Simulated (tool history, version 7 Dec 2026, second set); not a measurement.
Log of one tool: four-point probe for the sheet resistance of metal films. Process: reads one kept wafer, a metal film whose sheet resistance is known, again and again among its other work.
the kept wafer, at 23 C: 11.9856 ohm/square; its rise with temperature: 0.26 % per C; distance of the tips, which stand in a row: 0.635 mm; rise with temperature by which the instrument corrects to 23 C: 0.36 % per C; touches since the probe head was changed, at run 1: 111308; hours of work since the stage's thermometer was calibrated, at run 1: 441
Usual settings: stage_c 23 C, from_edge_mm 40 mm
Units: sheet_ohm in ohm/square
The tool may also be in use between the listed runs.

run	hour	stage_c	from_edge_mm	touches since the probe head was changed	hours of work since the stage's thermometer was calibrated	sheet_ohm
1	0.0	23	40	111308	441	11.870276
2	39.8	23	40	113345	470	11.868993
3	100.7	23	40	116456	513	11.870435
4	175.3	23	40	120273	567	11.867995
5	245.8	23	40	123876	617	11.868087
6	326.6	23	40	128008	675	11.867737
7	377.0	23	40	130586	711	11.866804
8	437.9	23	15	133701	754	11.876879
9	502.4	23	15	136995	800	11.875822
10	583.1	23	40	141122	858	11.864318
11	665.5	23	40	145337	917	11.862701
12	718.1	23	40	148025	954	11.861866
# hour 726.4: stage's thermometer calibrated
13	779.3	23	40	151128	38	11.864569
14	844.9	23	40	154486	85	11.864009
15	931.1	26	40	158891	146	11.828751
# hour 950.5: stage's thermometer calibrated, once more
16	973.7	26	40	161042	17	11.822977
17	1023.3	26	40	163583	52	11.820922
18	1103.2	26	40	167668	109	11.820946
19	1148.2	26	40	169964	141	11.822875
20	1232.1	23	40	174257	201	11.852053
21	1318.3	27	40	178663	263	11.809620
22	1371.7	23	5	181394	301	11.953993
23	1408.9	23	5	183295	327	11.955669
24	1496.0	23	5	187750	390	11.948628
25	1535.0	23	5	189745	417	11.947869
26	1571.8	27	45	191628	444	11.805677
27	1642.1	24	20	195221	494	11.838942
28	1722.5	32	40	199331	551	11.745212
29	1807.1	32	40	203657	612	11.748506
30	1865.6	26	7	206651	654	11.860948
31	1933.3	26	7	210113	702	11.864721
32	1986.6	21	8	212836	740	11.905809
33	2052.4	29	4	216202	787	11.932702
34	2098.1	29	46	218537	820	11.778736
35	2150.9	29	5	221238	857	11.874363
36	2200.3	32	40	223763	893	11.743312
37	2244.5	19	10	226023	924	11.913549
38	2295.6	22	4	228637	961	12.012772
39	2373.6	29	40	232624	1016	11.779552
40	2445.5	30	24	236301	1068	11.768702
41	2520.6	30	24	240142	1121	11.763376
# hour 2538.3: new probe head fitted
42	2588.5	30	24	2564	1169	11.901383
43	2645.9	33	6	5498	1210	11.935397
44	2703.5	33	6	8443	1251	11.938522

Forecast each of these 3 alternatives for the next run:
A	2778.9	33	51	12302	1305	?
B	2778.9	21	49	12302	1305	?
C	2778.9	24	8	12302	1305	?

run	sheet_ohm
A	11.863150
B	11.995616
C	12.000196
Without the tool's hidden state the same runs would have given:
run	sheet_ohm
A	11.876813
B	12.009098
C	12.013762
